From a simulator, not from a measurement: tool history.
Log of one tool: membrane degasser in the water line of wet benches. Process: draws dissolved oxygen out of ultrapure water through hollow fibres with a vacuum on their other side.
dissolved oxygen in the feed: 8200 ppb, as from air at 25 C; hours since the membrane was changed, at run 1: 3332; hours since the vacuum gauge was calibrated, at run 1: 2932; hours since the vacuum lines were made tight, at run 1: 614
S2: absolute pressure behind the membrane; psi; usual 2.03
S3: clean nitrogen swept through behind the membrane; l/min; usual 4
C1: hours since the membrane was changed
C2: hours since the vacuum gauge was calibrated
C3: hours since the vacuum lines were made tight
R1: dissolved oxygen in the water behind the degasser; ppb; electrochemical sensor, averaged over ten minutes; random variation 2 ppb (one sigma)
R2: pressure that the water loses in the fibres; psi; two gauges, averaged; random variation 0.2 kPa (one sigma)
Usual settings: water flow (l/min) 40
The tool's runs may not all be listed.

run 1 hour=0 | water_flow_(l/min)=40 S2=2.03 S3=4 | C1=3332 C2=2932 C3=614 | R1=253.6 R2=6.643
run 2 hour=88.2 | water_flow_(l/min)=40 S2=2.03 S3=4 | C1=3420 C2=3020 C3=702 | R1=256.7 R2=6.721
run 3 hour=140.3 | water_flow_(l/min)=40 S2=2.03 S3=4 | C1=3472 C2=3072 C3=754 | R1=260.9 R2=6.712
run 4 hour=223.8 | water_flow_(l/min)=40 S2=2.03 S3=4 | C1=3556 C2=3155 C3=838 | R1=254.6 R2=6.64
run 5 hour=315.7 | water_flow_(l/min)=40 S2=2.03 S3=5.29 | C1=3647 C2=3247 C3=930 | R1=203.4 R2=6.675
run 6 hour=408.9 | water_flow_(l/min)=40 S2=1.58 S3=4 | C1=3741 C2=3340 C3=1023 | R1=188.2 R2=6.738
run 7 hour=467.6 | water_flow_(l/min)=40 S2=1.58 S3=4 | C1=3799 C2=3399 C3=1082 | R1=188.1 R2=6.718
run 8 hour=546.5 | water_flow_(l/min)=40 S2=1.58 S3=4 | C1=3878 C2=3478 C3=1160 | R1=190.5 R2=6.711
run 9 hour=607.1 | water_flow_(l/min)=40 S2=1.58 S3=4 | C1=3939 C2=3539 C3=1221 | R1=187.7 R2=6.72
run 10 hour=658.8 | water_flow_(l/min)=40 S2=2.03 S3=4 | C1=3990 C2=3590 C3=1273 | R1=258.1 R2=6.708
run 11 hour=728.1 | water_flow_(l/min)=27 S2=1.31 S3=7.5 | C1=4060 C2=3660 C3=1342 | R1=54.7 R2=4.572
run 12 hour=804.4 | water_flow_(l/min)=46 S2=2.03 S3=2.24 | C1=4136 C2=3736 C3=1418 | R1=476.3 R2=7.702
run 13 hour=919.8 | water_flow_(l/min)=28 S2=4.54 S3=3.91 | C1=4251 C2=3851 C3=1534 | R1=458.7 R2=4.705
run 14 hour=975.9 | water_flow_(l/min)=54 S2=2.48 S3=2.49 | C1=4308 C2=3907 C3=1590 | R1=641.4 R2=9.058
run 15 hour=1095.4 | water_flow_(l/min)=54 S2=2.48 S3=2.49 | C1=4427 C2=4027 C3=1709 | R1=641.4 R2=9.165
run 16 hour=1205.1 | water_flow_(l/min)=33 S2=3.86 S3=1.95 | C1=4537 C2=4137 C3=1819 | R1=815.5 R2=5.572
run 17 hour=1309.5 | water_flow_(l/min)=33 S2=3.86 S3=1.95 | C1=4641 C2=4241 C3=1923 | R1=832.3 R2=5.596
run 18 hour=1399.3 | water_flow_(l/min)=25 S2=2.03 S3=8.52 | C1=4731 C2=4331 C3=2013 | R1=81.3 R2=4.223
run 19 hour=1514.6 | water_flow_(l/min)=25 S2=2.03 S3=8.52 | C1=4846 C2=4446 C3=2129 | R1=80.5 R2=4.242
run 20 hour=1569.6 | water_flow_(l/min)=25 S2=4.34 S3=10.18 | C1=4901 C2=4501 C3=2184 | R1=164.5 R2=4.228

5 ways to go on from here, each from the tool as it stands after run 20. What would each give?
run A hour=1620.4 | water_flow_(l/min)=40 S2=2.13 S3=7.4 | C1=4952 C2=4552 C3=2234 | R1=? R2=?
run B hour=1620.4 | water_flow_(l/min)=30 S2=1.89 S3=8.2 | C1=4952 C2=4552 C3=2234 | R1=? R2=?
run C hour=1620.4 | water_flow_(l/min)=28 S2=2.45 S3=11.4 | C1=4952 C2=4552 C3=2234 | R1=? R2=?
run D hour=1620.4 | water_flow_(l/min)=42 S2=2.03 S3=1.73 | C1=4952 C2=4552 C3=2234 | R1=? R2=?
run E hour=1620.4 | water_flow_(l/min)=40 S2=2.06 S3=2.3 | C1=4952 C2=4552 C3=2234 | R1=? R2=?

run=A R1=158.2 R2=6.782
run=B R1=93.7 R2=5.075
run=C R1=88 R2=4.746
run=D R1=550.9 R2=7.11
run=E R1=423 R2=6.753
Without the tool's hidden state the same runs would have given:
run=A R1=158.2 R2=6.666
run=B R1=93.6 R2=4.988
run=C R1=88 R2=4.664
run=D R1=550.7 R2=6.986
run=E R1=422.9 R2=6.637
